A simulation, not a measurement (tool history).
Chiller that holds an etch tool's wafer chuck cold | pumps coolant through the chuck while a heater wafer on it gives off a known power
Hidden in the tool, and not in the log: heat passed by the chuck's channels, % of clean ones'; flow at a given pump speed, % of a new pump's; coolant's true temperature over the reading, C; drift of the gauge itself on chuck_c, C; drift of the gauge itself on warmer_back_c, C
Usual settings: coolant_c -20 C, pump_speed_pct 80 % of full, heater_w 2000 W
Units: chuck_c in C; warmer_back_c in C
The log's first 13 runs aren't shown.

| run | day | coolant_c | pump_speed_pct | heater_w | hours since the coolant was changed and the channels were flushed | hours since the pump was overhauled | hours since the chiller's thermometer was calibrated | chuck_c | warmer_back_c |
|---|---|---|---|---|---|---|---|---|---|
| 14 | 11.4 | -20 | 100 | 2000 | 4691 | 1242 | 2577 | -3.4 | 4.98 |
| 15 | 12.433 | -20 | 80 | 2000 | 4715 | 1267 | 2601 | 0.1 | 6.21 |
| 16 | 13.6 | -20 | 80 | 2000 | 4743 | 1295 | 2630 | 0.3 | 6.26 |
| 17 | 14.812 | -20 | 80 | 2000 | 4773 | 1324 | 2659 | 0.2 | 6.28 |
|  | 15.129 | coolant pump overhauled |
| 18 | 15.6 | -20 | 80 | 2000 | 4786 | 11 | 2672 | 0.5 | 6.26 |
| 19 | 16.633 | -16 | 94 | 1946 | 4811 | 36 | 2697 | 1.1 | 5.24 |
| 20 | 17.325 | -20 | 99 | 1252 | 4828 | 53 | 2714 | -9.6 | 3.21 |
|  | 17.908 | coolant pump overhauled, once more |
| 21 | 18.217 | -16 | 99 | 2608 | 4844 | 7 | 2730 | 6 | 6.5 |
| 22 | 18.779 | -20 | 80 | 1569 | 4858 | 21 | 2744 | -4.5 | 4.85 |
| 23 | 19.388 | -20 | 80 | 1569 | 4872 | 36 | 2758 | -4.4 | 4.87 |
| 24 | 20.125 | -20 | 80 | 1569 | 4890 | 53 | 2776 | -4.3 | 4.86 |
| 25 | 20.929 | -23 | 78 | 1741 | 4909 | 72 | 2795 | -5 | 5.57 |
| 26 | 21.438 | -20 | 80 | 1393 | 4921 | 85 | 2808 | -6.1 | 4.33 |

The next listed run, before its measurement:
| 27 | 22.229 | -28 | 77 | 2140 | 4941 | 104 | 2827 | ? | ? |

{"run 27": {"chuck_c": -5.7, "warmer_back_c": 6.91}}
Without the tool's hidden state the same run would have given chuck_c -7.3 C, warmer_back_c 6.85 C.
